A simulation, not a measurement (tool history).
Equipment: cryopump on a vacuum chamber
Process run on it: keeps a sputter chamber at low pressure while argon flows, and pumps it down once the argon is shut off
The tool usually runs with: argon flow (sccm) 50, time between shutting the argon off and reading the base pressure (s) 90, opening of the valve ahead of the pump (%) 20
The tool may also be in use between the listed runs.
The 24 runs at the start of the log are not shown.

| run | hour | argon flow (sccm) | time between shutting the argon off and reading the base pressure (s) | opening of the valve ahead of the pump (%) | hours of work since the pump was warmed up and emptied | hours of work since the cold head was overhauled | hours of work since the chamber's fittings were tightened | pressure while argon flows (Pa) | pressure after the wait (uPa) |
|---|---|---|---|---|---|---|---|---|---|
| 25 | 341.1 | 30 | 62 | 20 | 254 | 254 | 2196 | 0.1442 | 2.06 |
| 26 | 358.8 | 85 | 47 | 24 | 264 | 264 | 2206 | 0.3446 | 2.12 |
| 27 | 368.8 | 85 | 47 | 24 | 270 | 270 | 2212 | 0.3471 | 2.19 |
| 28 | 389.8 | 23 | 59 | 22 | 282 | 282 | 2224 | 0.1008 | 2.06 |
| 29 | 405.1 | 70 | 21 | 17 | 291 | 291 | 2233 | 0.3981 | 3.05 |
| 30 | 423.9 | 70 | 21 | 17 | 302 | 302 | 2244 | 0.3965 | 3 |
| 31 | 434.9 | 70 | 21 | 17 | 308 | 308 | 2250 | 0.3983 | 3.14 |
| 32 | 453 | 44 | 41 | 20 | 319 | 319 | 2261 | 0.2136 | 2.43 |
| 33 | 466.1 | 44 | 116 | 28 | 326 | 326 | 2268 | 0.1543 | 1.87 |
| 34 | 484 | 55 | 43 | 36 | 337 | 337 | 2279 | 0.1543 | 2.36 |

Alternative continuations, all from the tool just after run 34; predict every row:
| A | 495.1 | 50 | 279 | 20 | 343 | 343 | 2285 | ? | ? |
| B | 495.1 | 55 | 43 | 42 | 343 | 343 | 2285 | ? | ? |
| C | 495.1 | 50 | 223 | 23 | 343 | 343 | 2285 | ? | ? |
| D | 495.1 | 82 | 54 | 26 | 343 | 343 | 2285 | ? | ? |

| run | pressure while argon flows (Pa) | pressure after the wait (uPa) |
|---|---|---|
| A | 0.243 | 1.74 |
| B | 0.1331 | 2.33 |
| C | 0.213 | 1.81 |
| D | 0.3097 | 2.23 |
With no hidden state in the tool, these same runs would have given:
| run | pressure while argon flows (Pa) | pressure after the wait (uPa) |
|---|---|---|
| A | 0.2347 | 0.28 |
| B | 0.124 | 0.88 |
| C | 0.2047 | 0.33 |
| D | 0.2961 | 0.77 |
